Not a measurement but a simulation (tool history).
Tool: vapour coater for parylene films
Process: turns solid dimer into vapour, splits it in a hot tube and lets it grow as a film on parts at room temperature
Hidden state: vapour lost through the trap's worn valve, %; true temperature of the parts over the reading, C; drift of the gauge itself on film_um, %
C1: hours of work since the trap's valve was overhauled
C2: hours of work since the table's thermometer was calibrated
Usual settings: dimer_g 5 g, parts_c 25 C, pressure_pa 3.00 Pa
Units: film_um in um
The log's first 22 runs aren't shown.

{"hour": 487.2, "done": "table's thermometer calibrated, once more"}
{"run": 23, "hour": 492.9, "dimer_g": 5, "parts_c": 17, "pressure_pa": 3.0, "C1": 208, "C2": 4, "film_um": 2.473}
{"run": 24, "hour": 507.5, "dimer_g": 5, "parts_c": 17, "pressure_pa": 3.0, "C1": 218, "C2": 14, "film_um": 2.472}
{"run": 25, "hour": 522.5, "dimer_g": 2, "parts_c": 18, "pressure_pa": 9.24, "C1": 228, "C2": 24, "film_um": 0.763}
{"run": 26, "hour": 534.2, "dimer_g": 6, "parts_c": 22, "pressure_pa": 11.4, "C1": 236, "C2": 33, "film_um": 1.918}
{"run": 27, "hour": 545.5, "dimer_g": 6, "parts_c": 35, "pressure_pa": 2.96, "C1": 244, "C2": 40, "film_um": 1.595}
{"run": 28, "hour": 557.3, "dimer_g": 6, "parts_c": 35, "pressure_pa": 2.96, "C1": 252, "C2": 49, "film_um": 1.597}
{"run": 29, "hour": 578.7, "dimer_g": 5, "parts_c": 25, "pressure_pa": 2.26, "C1": 267, "C2": 63, "film_um": 1.978}
{"hour": 600.5, "done": "trap's valve overhauled"}
{"run": 30, "hour": 602.4, "dimer_g": 5, "parts_c": 25, "pressure_pa": 7.39, "C1": 1, "C2": 77, "film_um": 1.663}

Forecast each of these 3 alternatives for the next run:
{"run": "A", "hour": 618.3, "dimer_g": 3, "parts_c": 27, "pressure_pa": 7.39, "C1": 12, "C2": 88, "film_um": "?"}
{"run": "B", "hour": 618.3, "dimer_g": 5, "parts_c": 19, "pressure_pa": 3.0, "C1": 12, "C2": 88, "film_um": "?"}
{"run": "C", "hour": 618.3, "dimer_g": 5, "parts_c": 25, "pressure_pa": 2.55, "C1": 12, "C2": 88, "film_um": "?"}

run=A film_um=0.931
run=B film_um=2.449
run=C film_um=2.048
Without the tool's hidden state the same runs would have given:
run=A film_um=0.937
run=B film_um=2.466
run=C film_um=2.062

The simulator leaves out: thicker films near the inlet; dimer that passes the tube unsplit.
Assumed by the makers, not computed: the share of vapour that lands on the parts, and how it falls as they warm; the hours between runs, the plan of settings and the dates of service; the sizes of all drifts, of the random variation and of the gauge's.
